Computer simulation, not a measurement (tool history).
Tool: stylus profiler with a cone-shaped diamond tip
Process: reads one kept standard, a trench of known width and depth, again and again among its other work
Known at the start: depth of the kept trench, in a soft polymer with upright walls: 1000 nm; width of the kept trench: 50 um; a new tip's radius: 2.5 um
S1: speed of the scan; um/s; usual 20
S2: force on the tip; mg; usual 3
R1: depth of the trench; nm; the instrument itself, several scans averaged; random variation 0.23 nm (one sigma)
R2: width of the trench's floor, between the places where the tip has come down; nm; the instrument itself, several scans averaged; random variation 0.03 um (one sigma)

| run | hour | S1 | S2 | R1 | R2 |
|---|---|---|---|---|---|
| 1 | 0 | 20 | 3 | 1016.59 | 45750 |
| 2 | 25.4 | 20 | 3 | 1016.47 | 45780 |
| 3 | 54.5 | 20 | 3 | 1016.54 | 45790 |
| 4 | 73.8 | 20 | 3 | 1016.35 | 45750 |
| 5 | 102.7 | 27 | 3 | 1017.01 | 45740 |
| 6 | 123.2 | 27 | 3 | 1016.27 | 45800 |

Run 7 comes next. What will it give?
| 7 | 154 | 51 | 7.14 | ? | ? |

R1: 1030.64 nm
R2: 45760 nm
Without the tool's hidden state the same run would have given R1 1032.52 nm, R2 45920 nm.
